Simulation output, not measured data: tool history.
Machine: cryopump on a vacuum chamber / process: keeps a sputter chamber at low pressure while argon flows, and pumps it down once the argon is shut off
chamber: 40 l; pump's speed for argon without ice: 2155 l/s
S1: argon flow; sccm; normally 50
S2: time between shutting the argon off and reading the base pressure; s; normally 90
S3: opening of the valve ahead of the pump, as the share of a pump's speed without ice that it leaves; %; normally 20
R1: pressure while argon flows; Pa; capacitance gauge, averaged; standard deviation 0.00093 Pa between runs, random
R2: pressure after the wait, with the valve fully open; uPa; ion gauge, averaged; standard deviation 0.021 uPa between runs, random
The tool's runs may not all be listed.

run	hour	S1	S2	S3	R1	R2
1	0.0	50	90	20	0.1973	1.15
2	35.5	50	90	20	0.1978	1.19
3	75.2	21	90	20	0.0830	1.19
4	120.8	21	90	20	0.0833	1.21
5	160.0	21	90	20	0.0845	1.27
6	217.4	21	90	20	0.0851	1.29
7	280.4	21	90	20	0.0844	1.35
8	331.7	21	90	20	0.0863	1.36
9	391.5	21	90	20	0.0860	1.45
10	456.5	21	153	20	0.0866	1.38
11	511.8	50	90	20	0.2090	1.57
12	542.3	50	90	20	0.2084	1.61
13	585.5	50	90	20	0.2094	1.60
14	617.4	50	90	20	0.2105	1.62
# hour 630.2: pump warmed up, emptied and cooled again
15	694.0	50	90	20	0.1983	1.32
16	750.9	33	90	20	0.1308	1.38
17	816.5	33	90	20	0.1312	1.43
18	889.0	33	90	20	0.1341	1.48
19	933.4	76	35	16	0.3830	1.86
# hour 976.5: leaking fittings of the chamber tightened, without venting
20	1002.8	22	256	29	0.0631	0.25
21	1057.0	22	256	29	0.0635	0.29
22	1107.5	57	100	16	0.2904	0.46
23	1176.8	50	51	32	0.1343	0.69
24	1215.8	52	51	38	0.1220	0.69
25	1269.1	53	54	53	0.0943	0.66
# hour 1306.8: pump warmed up, emptied and cooled again
26	1338.5	53	54	53	0.0788	0.62
27	1414.4	53	54	53	0.0811	0.63
28	1446.2	33	90	20	0.1313	0.49
29	1504.2	53	198	20	0.2129	0.43
30	1563.6	37	198	34	0.0897	0.40
31	1613.8	35	90	20	0.1415	0.58
32	1650.6	47	91	16	0.2388	0.53
33	1711.0	47	91	16	0.2413	0.57

Consider 5 possible next runs. They are alternatives, not a sequence: every one starts from the tool as it was left by run 33. What does each give?
A	1762.4	47	91	33	?	?
B	1762.4	94	192	29	?	?
C	1762.4	32	24	46	?	?
D	1762.4	75	57	16	?	?
E	1762.4	23	261	22	?	?

run	R1	R2
A	0.1207	0.65
B	0.2749	0.46
C	0.0617	1.27
D	0.3831	0.75
E	0.0862	0.46
The same runs, with their run-to-run variation unchanged, on a tool lacking any hidden condition would have given:
run	R1	R2
A	0.1110	0.41
B	0.2554	0.23
C	0.0551	1.04
D	0.3677	0.51
E	0.0815	0.22

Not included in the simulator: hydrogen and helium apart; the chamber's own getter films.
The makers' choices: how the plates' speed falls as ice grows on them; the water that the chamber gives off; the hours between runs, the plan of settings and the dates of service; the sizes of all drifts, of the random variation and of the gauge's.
